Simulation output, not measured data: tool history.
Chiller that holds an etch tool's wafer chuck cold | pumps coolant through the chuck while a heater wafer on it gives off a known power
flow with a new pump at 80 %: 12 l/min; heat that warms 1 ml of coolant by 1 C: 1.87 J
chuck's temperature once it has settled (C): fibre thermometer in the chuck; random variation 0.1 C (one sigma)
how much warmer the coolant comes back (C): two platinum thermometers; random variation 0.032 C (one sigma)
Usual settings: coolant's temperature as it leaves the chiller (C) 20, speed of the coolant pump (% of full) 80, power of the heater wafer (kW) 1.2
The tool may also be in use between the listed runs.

run    hour  coolant's temperature as it leaves the chiller (C)  speed of the coolant pump (% of full)  power of the heater wafer (kW)  chuck's temperature once it has settled (C)  how much warmer the coolant comes back (C)
  1       0                                                  20                                     80                             1.2                                         31.8                                        3.31
  2     150                                                  10                                     80                             1.2                                         21.7                                        3.43
  3   289.9                                                  10                                     80                             1.2                                         21.8                                        3.42
  4   425.5                                                  11                                     80                             1.2                                         23.1                                        3.43
      507.3  -- coolant changed, channels flushed
  5   511.9                                                  20                                     80                             1.2                                         30.5                                         3.4
  6   589.3                                                  20                                     80                             1.2                                         30.2                                        3.38
  7   734.3                                                  20                                     80                             1.2                                         30.3                                        3.43
  8     811                                                  20                                     80                             1.2                                         30.5                                         3.4
  9   884.9                                                  20                                     80                             1.2                                         30.5                                        3.46
 10   986.3                                                  20                                     80                             1.2                                         30.6                                        3.43
 11  1099.8                                                  20                                     80                             1.2                                         30.7                                        3.44
 12  1245.1                                                  20                                     80                             1.2                                         30.7                                        3.48
 13    1374                                                  20                                     89                             1.2                                         29.7                                        3.13
 14  1456.4                                                  10                                     80                             1.2                                         20.6                                        3.47
 15  1601.8                                                  10                                     80                             1.2                                         21.1                                         3.5
 16  1761.7                                                  10                                     80                             1.2                                         20.9                                        3.49
 17  1881.6                                                  20                                     66                           1.277                                         34.2                                        4.69
 18  1979.4                                                  20                                     66                           1.277                                         34.1                                         4.7
 19  2056.3                                                  13                                    100                             1.2                                         21.7                                        2.82
 20  2151.6                                                  13                                    100                             1.2                                         21.9                                        2.77
 21  2300.1                                                  28                                     70                           1.344                                         42.3                                        4.67
 22  2448.4                                                  20                                     88                           1.289                                         31.1                                         3.4
 23  2608.4                                                  20                                     88                           1.289                                         31.2                                        3.51
 24  2759.3                                                  11                                     88                            0.75                                         17.3                                        1.97
 25    2860                                                  11                                     88                            0.75                                         17.3                                        2.05
     2912.8  -- chiller's thermometer calibrated
 26  3010.8                                                  11                                     88                            0.75                                         17.9                                        2.05
 27  3113.9                                                  11                                     88                            0.75                                         17.9                                        2.01
 28  3204.8                                                  22                                     72                           0.642                                           29                                        2.21
     3274.6  -- coolant pump overhauled
 29  3380.9                                                  22                                     72                           0.642                                         28.4                                        1.94
 30  3511.9                                                  23                                     72                           0.642                                         29.5                                        1.98
 31  3590.5                                                  23                                     72                           0.642                                         29.4                                        1.91
 32  3663.6                                                  13                                     63                           1.388                                         28.9                                        4.88

4 ways to go on from here, each from the tool as it stands after run 32. What would each give?
  A  3774.5                                                  29                                     89                           1.388                                            ?                                           ?
  B  3774.5                                                  24                                     61                             1.2                                            ?                                           ?
  C  3774.5                                                  27                                     67                           1.045                                            ?                                           ?
  D  3774.5                                                  26                                     80                           0.829                                            ?                                           ?

run  chuck's temperature once it has settled (C)  how much warmer the coolant comes back (C)
  A                                         40.7                                        3.31
  B                                         38.5                                        4.42
  C                                         38.4                                        3.44
  D                                         33.6                                        2.24
Without the tool's hidden state the same runs would have given:
run  chuck's temperature once it has settled (C)  how much warmer the coolant comes back (C)
  A                                         39.4                                        3.29
  B                                         36.9                                        4.39
  C                                         37.1                                        3.42
  D                                         32.8                                        2.23
